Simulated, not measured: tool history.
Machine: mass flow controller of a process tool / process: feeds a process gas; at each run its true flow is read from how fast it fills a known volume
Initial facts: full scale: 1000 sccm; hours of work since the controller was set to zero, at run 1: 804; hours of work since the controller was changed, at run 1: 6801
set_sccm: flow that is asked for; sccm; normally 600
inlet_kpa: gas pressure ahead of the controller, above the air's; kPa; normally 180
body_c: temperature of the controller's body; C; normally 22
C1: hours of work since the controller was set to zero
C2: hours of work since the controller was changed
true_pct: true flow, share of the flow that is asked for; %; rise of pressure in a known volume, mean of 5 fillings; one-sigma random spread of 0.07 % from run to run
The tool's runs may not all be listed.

run 1 hour=0 | set_sccm=600 inlet_kpa=180 body_c=22 | C1=804 C2=6801 | true_pct=101.56
run 2 hour=192.6 | set_sccm=600 inlet_kpa=180 body_c=22 | C1=946 C2=6943 | true_pct=101.75
run 3 hour=357.5 | set_sccm=600 inlet_kpa=180 body_c=22 | C1=1067 C2=7064 | true_pct=101.79
run 4 hour=562.5 | set_sccm=600 inlet_kpa=180 body_c=22 | C1=1218 C2=7215 | true_pct=101.83
run 5 hour=752.8 | set_sccm=600 inlet_kpa=180 body_c=22 | C1=1359 C2=7355 | true_pct=101.84
run 6 hour=1021.4 | set_sccm=600 inlet_kpa=180 body_c=22 | C1=1556 C2=7553 | true_pct=101.84
run 7 hour=1226.4 | set_sccm=600 inlet_kpa=180 body_c=22 | C1=1707 C2=7704 | true_pct=101.98
run 8 hour=1416.9 | set_sccm=600 inlet_kpa=180 body_c=22 | C1=1848 C2=7844 | true_pct=102.02
run 9 hour=1660.6 | set_sccm=600 inlet_kpa=180 body_c=22 | C1=2027 C2=8024 | true_pct=102.09
run 10 hour=1875.8 | set_sccm=600 inlet_kpa=180 body_c=22 | C1=2186 C2=8182 | true_pct=102.11
run 11 hour=2139.9 | set_sccm=600 inlet_kpa=180 body_c=22 | C1=2380 C2=8377 | true_pct=102.11
run 12 hour=2429.7 | set_sccm=600 inlet_kpa=180 body_c=22 | C1=2594 C2=8590 | true_pct=102.36
run 13 hour=2673.7 | set_sccm=314 inlet_kpa=180 body_c=20 | C1=2773 C2=8770 | true_pct=101.22
-- hour=2812.6 controller exchanged for a calibrated one
run 14 hour=2910.9 | set_sccm=314 inlet_kpa=180 body_c=20 | C1=72 C2=72 | true_pct=98.34

Estimate the outcome of run 15 from the log above:
run 15 hour=3086.1 | set_sccm=622 inlet_kpa=183 body_c=20 | C1=201 C2=201 | true_pct=?

Run 15 gave true_pct 98.79 %.
Were there no unlogged condition in the tool, this run, its random variation unchanged, would have produced true_pct 98.89 %.
